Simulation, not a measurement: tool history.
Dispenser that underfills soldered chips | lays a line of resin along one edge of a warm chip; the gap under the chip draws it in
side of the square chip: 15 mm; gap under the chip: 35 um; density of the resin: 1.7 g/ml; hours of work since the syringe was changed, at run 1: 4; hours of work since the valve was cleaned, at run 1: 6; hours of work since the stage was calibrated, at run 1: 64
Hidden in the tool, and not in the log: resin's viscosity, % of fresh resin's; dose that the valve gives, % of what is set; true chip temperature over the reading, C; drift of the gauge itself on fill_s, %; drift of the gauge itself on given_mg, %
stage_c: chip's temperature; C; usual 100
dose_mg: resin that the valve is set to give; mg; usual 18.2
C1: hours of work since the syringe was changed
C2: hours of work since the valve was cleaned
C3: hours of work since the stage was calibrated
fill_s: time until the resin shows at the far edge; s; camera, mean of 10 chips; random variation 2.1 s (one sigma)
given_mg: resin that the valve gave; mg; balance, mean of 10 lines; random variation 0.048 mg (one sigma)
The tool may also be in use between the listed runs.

{"run": 1, "hour": 0.0, "stage_c": 100, "dose_mg": 18.2, "C1": 4, "C2": 6, "C3": 64, "fill_s": 251.1, "given_mg": 18.11}
{"hour": 5.6, "done": "new syringe of resin"}
{"run": 2, "hour": 10.1, "stage_c": 100, "dose_mg": 18.2, "C1": 3, "C2": 13, "C3": 71, "fill_s": 232.7, "given_mg": 18.16}
{"hour": 17.3, "done": "new syringe of resin"}
{"run": 3, "hour": 17.8, "stage_c": 105, "dose_mg": 18.2, "C1": 0, "C2": 19, "C3": 76, "fill_s": 180, "given_mg": 18.04}
{"hour": 28.5, "done": "new syringe of resin"}
{"run": 4, "hour": 32.5, "stage_c": 105, "dose_mg": 18.2, "C1": 3, "C2": 29, "C3": 87, "fill_s": 204.1, "given_mg": 18}
{"run": 5, "hour": 38.5, "stage_c": 105, "dose_mg": 18.2, "C1": 7, "C2": 33, "C3": 91, "fill_s": 250.4, "given_mg": 17.93}
{"hour": 39.9, "done": "new syringe of resin"}
{"hour": 51.0, "done": "new syringe of resin"}
{"run": 6, "hour": 52.9, "stage_c": 105, "dose_mg": 18.2, "C1": 1, "C2": 43, "C3": 101, "fill_s": 190.1, "given_mg": 17.87}
{"run": 7, "hour": 59.6, "stage_c": 95, "dose_mg": 18.2, "C1": 6, "C2": 47, "C3": 105, "fill_s": 306.2, "given_mg": 17.78}
{"hour": 63.0, "done": "new syringe of resin"}
{"run": 8, "hour": 70.1, "stage_c": 95, "dose_mg": 18.2, "C1": 5, "C2": 55, "C3": 113, "fill_s": 290.2, "given_mg": 17.73}
{"hour": 74.9, "done": "new syringe of resin"}
{"run": 9, "hour": 80.0, "stage_c": 95, "dose_mg": 18.2, "C1": 4, "C2": 61, "C3": 119, "fill_s": 277.4, "given_mg": 17.65}
{"hour": 86.3, "done": "new syringe of resin"}
{"run": 10, "hour": 88.1, "stage_c": 95, "dose_mg": 18.2, "C1": 1, "C2": 67, "C3": 125, "fill_s": 247.3, "given_mg": 17.63}
{"run": 11, "hour": 94.7, "stage_c": 104, "dose_mg": 21, "C1": 6, "C2": 72, "C3": 130, "fill_s": 236.3, "given_mg": 20.32}
{"hour": 98.1, "done": "new syringe of resin"}
{"run": 12, "hour": 101.4, "stage_c": 109, "dose_mg": 23.2, "C1": 2, "C2": 76, "C3": 134, "fill_s": 172, "given_mg": 22.31}
{"hour": 109.4, "done": "new syringe of resin"}
{"run": 13, "hour": 116.0, "stage_c": 96, "dose_mg": 22.3, "C1": 5, "C2": 86, "C3": 144, "fill_s": 270.6, "given_mg": 21.35}
{"hour": 121.0, "done": "new syringe of resin"}
{"run": 14, "hour": 124.3, "stage_c": 106, "dose_mg": 23, "C1": 2, "C2": 92, "C3": 150, "fill_s": 183.7, "given_mg": 22.08}
{"run": 15, "hour": 130.9, "stage_c": 100, "dose_mg": 15.9, "C1": 7, "C2": 97, "C3": 155, "fill_s": 298.5, "given_mg": 15.15}
{"hour": 132.3, "done": "new syringe of resin"}
{"run": 16, "hour": 138.5, "stage_c": 88, "dose_mg": 22.5, "C1": 4, "C2": 102, "C3": 160, "fill_s": 324.2, "given_mg": 21.42}
{"hour": 144.1, "done": "new syringe of resin"}
{"run": 17, "hour": 150.8, "stage_c": 88, "dose_mg": 22.5, "C1": 5, "C2": 110, "C3": 168, "fill_s": 328.8, "given_mg": 21.33}
{"hour": 155.8, "done": "new syringe of resin"}
{"run": 18, "hour": 158.4, "stage_c": 88, "dose_mg": 22.5, "C1": 2, "C2": 115, "C3": 173, "fill_s": 295.6, "given_mg": 21.29}
{"hour": 167.5, "done": "new syringe of resin"}
{"run": 19, "hour": 167.9, "stage_c": 89, "dose_mg": 21.5, "C1": 0, "C2": 122, "C3": 180, "fill_s": 257.2, "given_mg": 20.13}

Hidden state or all else? Some run-to-run changes of fill_s, split into what the settings, what came in and random variation would give without the hidden state, and what is left for the hidden state (with any gauge scatter that isn't in both results):
Run 6 -> 7: stage_c 105 -> 95. fill_s +116.1 s: hidden state +60.8, all else +55.3.
Run 14 -> 15: stage_c 106 -> 100, dose_mg 23 -> 15.9. fill_s +114.8 s: hidden state +65.4, all else +49.4.

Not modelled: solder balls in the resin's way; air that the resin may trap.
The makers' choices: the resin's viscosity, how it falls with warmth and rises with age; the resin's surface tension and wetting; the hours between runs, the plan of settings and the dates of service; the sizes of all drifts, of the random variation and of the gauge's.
